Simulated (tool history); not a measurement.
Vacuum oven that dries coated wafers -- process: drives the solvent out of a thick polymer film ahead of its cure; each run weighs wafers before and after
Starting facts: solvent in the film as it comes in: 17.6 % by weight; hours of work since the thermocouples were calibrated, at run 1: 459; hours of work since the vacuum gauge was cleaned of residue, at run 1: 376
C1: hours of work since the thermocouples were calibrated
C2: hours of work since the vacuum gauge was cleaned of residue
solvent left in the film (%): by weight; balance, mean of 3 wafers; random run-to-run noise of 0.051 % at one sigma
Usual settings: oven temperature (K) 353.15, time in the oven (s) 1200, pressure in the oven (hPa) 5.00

run 1 hour=0.0 | oven_temperature_(K)=353.15 time_in_the_oven_(s)=1200 pressure_in_the_oven_(hPa)=5.00 | C1=459 C2=376 | solvent_left_in_the_film_(%)=1.08
run 2 hour=14.3 | oven_temperature_(K)=353.15 time_in_the_oven_(s)=1200 pressure_in_the_oven_(hPa)=5.00 | C1=468 C2=386 | solvent_left_in_the_film_(%)=1.00
run 3 hour=21.8 | oven_temperature_(K)=353.15 time_in_the_oven_(s)=1200 pressure_in_the_oven_(hPa)=5.00 | C1=474 C2=391 | solvent_left_in_the_film_(%)=1.12
run 4 hour=35.5 | oven_temperature_(K)=353.15 time_in_the_oven_(s)=1200 pressure_in_the_oven_(hPa)=5.00 | C1=483 C2=400 | solvent_left_in_the_film_(%)=1.14
run 5 hour=45.8 | oven_temperature_(K)=353.15 time_in_the_oven_(s)=1200 pressure_in_the_oven_(hPa)=5.00 | C1=490 C2=407 | solvent_left_in_the_film_(%)=1.02
run 6 hour=54.9 | oven_temperature_(K)=353.15 time_in_the_oven_(s)=1200 pressure_in_the_oven_(hPa)=5.00 | C1=496 C2=413 | solvent_left_in_the_film_(%)=0.98
run 7 hour=66.6 | oven_temperature_(K)=353.15 time_in_the_oven_(s)=1200 pressure_in_the_oven_(hPa)=5.00 | C1=504 C2=421 | solvent_left_in_the_film_(%)=1.03
run 8 hour=78.4 | oven_temperature_(K)=353.15 time_in_the_oven_(s)=2040 pressure_in_the_oven_(hPa)=5.00 | C1=512 C2=430 | solvent_left_in_the_film_(%)=0.43
run 9 hour=89.6 | oven_temperature_(K)=353.15 time_in_the_oven_(s)=1200 pressure_in_the_oven_(hPa)=5.00 | C1=520 C2=437 | solvent_left_in_the_film_(%)=1.11
run 10 hour=100.1 | oven_temperature_(K)=353.15 time_in_the_oven_(s)=1200 pressure_in_the_oven_(hPa)=3.87 | C1=527 C2=444 | solvent_left_in_the_film_(%)=0.99
run 11 hour=107.6 | oven_temperature_(K)=353.15 time_in_the_oven_(s)=1200 pressure_in_the_oven_(hPa)=3.87 | C1=532 C2=450 | solvent_left_in_the_film_(%)=1.05
run 12 hour=115.9 | oven_temperature_(K)=353.15 time_in_the_oven_(s)=1200 pressure_in_the_oven_(hPa)=5.39 | C1=538 C2=455 | solvent_left_in_the_film_(%)=1.03
-- hour=118.6 oven's thermocouples calibrated
run 13 hour=132.7 | oven_temperature_(K)=353.15 time_in_the_oven_(s)=1200 pressure_in_the_oven_(hPa)=5.39 | C1=10 C2=465 | solvent_left_in_the_film_(%)=1.04
run 14 hour=139.6 | oven_temperature_(K)=353.15 time_in_the_oven_(s)=1200 pressure_in_the_oven_(hPa)=11.25 | C1=14 C2=470 | solvent_left_in_the_film_(%)=1.34
run 15 hour=154.5 | oven_temperature_(K)=353.15 time_in_the_oven_(s)=1200 pressure_in_the_oven_(hPa)=11.25 | C1=25 C2=480 | solvent_left_in_the_film_(%)=1.24
run 16 hour=169.3 | oven_temperature_(K)=353.15 time_in_the_oven_(s)=1200 pressure_in_the_oven_(hPa)=11.25 | C1=35 C2=491 | solvent_left_in_the_film_(%)=1.32
-- hour=175.1 oven's thermocouples calibrated, once more
run 17 hour=180.7 | oven_temperature_(K)=353.15 time_in_the_oven_(s)=1200 pressure_in_the_oven_(hPa)=11.25 | C1=4 C2=497 | solvent_left_in_the_film_(%)=1.59
run 18 hour=193.6 | oven_temperature_(K)=353.15 time_in_the_oven_(s)=1200 pressure_in_the_oven_(hPa)=11.25 | C1=13 C2=506 | solvent_left_in_the_film_(%)=1.66
run 19 hour=207.6 | oven_temperature_(K)=353.15 time_in_the_oven_(s)=1320 pressure_in_the_oven_(hPa)=11.25 | C1=22 C2=516 | solvent_left_in_the_film_(%)=1.27
run 20 hour=215.1 | oven_temperature_(K)=349.15 time_in_the_oven_(s)=1620 pressure_in_the_oven_(hPa)=5.00 | C1=27 C2=521 | solvent_left_in_the_film_(%)=1.24
run 21 hour=225.5 | oven_temperature_(K)=349.15 time_in_the_oven_(s)=1620 pressure_in_the_oven_(hPa)=5.00 | C1=35 C2=528 | solvent_left_in_the_film_(%)=1.13
run 22 hour=236.6 | oven_temperature_(K)=347.15 time_in_the_oven_(s)=840 pressure_in_the_oven_(hPa)=2.74 | C1=42 C2=535 | solvent_left_in_the_film_(%)=3.81
run 23 hour=248.2 | oven_temperature_(K)=347.15 time_in_the_oven_(s)=840 pressure_in_the_oven_(hPa)=2.74 | C1=50 C2=543 | solvent_left_in_the_film_(%)=3.98
run 24 hour=263.2 | oven_temperature_(K)=361.15 time_in_the_oven_(s)=600 pressure_in_the_oven_(hPa)=5.96 | C1=61 C2=554 | solvent_left_in_the_film_(%)=1.94
run 25 hour=275.1 | oven_temperature_(K)=354.15 time_in_the_oven_(s)=1500 pressure_in_the_oven_(hPa)=5.96 | C1=69 C2=562 | solvent_left_in_the_film_(%)=0.81
run 26 hour=281.4 | oven_temperature_(K)=354.15 time_in_the_oven_(s)=1500 pressure_in_the_oven_(hPa)=5.96 | C1=73 C2=566 | solvent_left_in_the_film_(%)=0.84
run 27 hour=291.4 | oven_temperature_(K)=362.15 time_in_the_oven_(s)=1740 pressure_in_the_oven_(hPa)=2.97 | C1=80 C2=573 | solvent_left_in_the_film_(%)=0.16
run 28 hour=305.2 | oven_temperature_(K)=348.15 time_in_the_oven_(s)=1200 pressure_in_the_oven_(hPa)=14.06 | C1=89 C2=583 | solvent_left_in_the_film_(%)=2.80
run 29 hour=315.4 | oven_temperature_(K)=348.15 time_in_the_oven_(s)=1200 pressure_in_the_oven_(hPa)=14.06 | C1=96 C2=589 | solvent_left_in_the_film_(%)=2.78
run 30 hour=325.3 | oven_temperature_(K)=343.15 time_in_the_oven_(s)=660 pressure_in_the_oven_(hPa)=16.92 | C1=103 C2=596 | solvent_left_in_the_film_(%)=7.09
run 31 hour=336.0 | oven_temperature_(K)=343.15 time_in_the_oven_(s)=660 pressure_in_the_oven_(hPa)=16.92 | C1=110 C2=604 | solvent_left_in_the_film_(%)=7.16
run 32 hour=344.2 | oven_temperature_(K)=349.15 time_in_the_oven_(s)=1140 pressure_in_the_oven_(hPa)=7.31 | C1=116 C2=609 | solvent_left_in_the_film_(%)=2.26
run 33 hour=357.6 | oven_temperature_(K)=349.15 time_in_the_oven_(s)=1140 pressure_in_the_oven_(hPa)=7.31 | C1=125 C2=618 | solvent_left_in_the_film_(%)=2.30
run 34 hour=369.8 | oven_temperature_(K)=343.15 time_in_the_oven_(s)=660 pressure_in_the_oven_(hPa)=5.22 | C1=134 C2=627 | solvent_left_in_the_film_(%)=6.43

Hidden state or all else? Some run-to-run changes of solvent left in the film (%), split into what the settings, what came in and random variation would give without the hidden state, and what is left for the hidden state (with any gauge scatter that isn't in both results):
Hidden state present: true wafer temperature over the reading, C; true pressure over the reading, kPa; drift of the gauge itself on solvent_pct, %.
Run 7 -> 8: time in the oven (s) 1200 -> 2040. solvent left in the film (%) -0.60: hidden state +0.12, all else -0.72.
Run 16 -> 17: oven's thermocouples calibrated, once more. solvent left in the film (%) +0.27: hidden state +0.31, all else -0.04.
Run 27 -> 28: oven temperature (K) 362.15 -> 348.15, time in the oven (s) 1740 -> 1200, pressure in the oven (hPa) 2.97 -> 14.06. solvent left in the film (%) +2.64: hidden state +0.15, all else +2.49.
Run 29 -> 30: oven temperature (K) 348.15 -> 343.15, time in the oven (s) 1200 -> 660, pressure in the oven (hPa) 14.06 -> 16.92. solvent left in the film (%) +4.31: hidden state +0.01, all else +4.30.
Run 31 -> 32: oven temperature (K) 343.15 -> 349.15, time in the oven (s) 660 -> 1140, pressure in the oven (hPa) 16.92 -> 7.31. solvent left in the film (%) -4.90: hidden state -0.02, all else -4.88.
Run 33 -> 34: oven temperature (K) 349.15 -> 343.15, time in the oven (s) 1140 -> 660, pressure in the oven (hPa) 7.31 -> 5.22. solvent left in the film (%) +4.13: hidden state +0.02, all else +4.11.
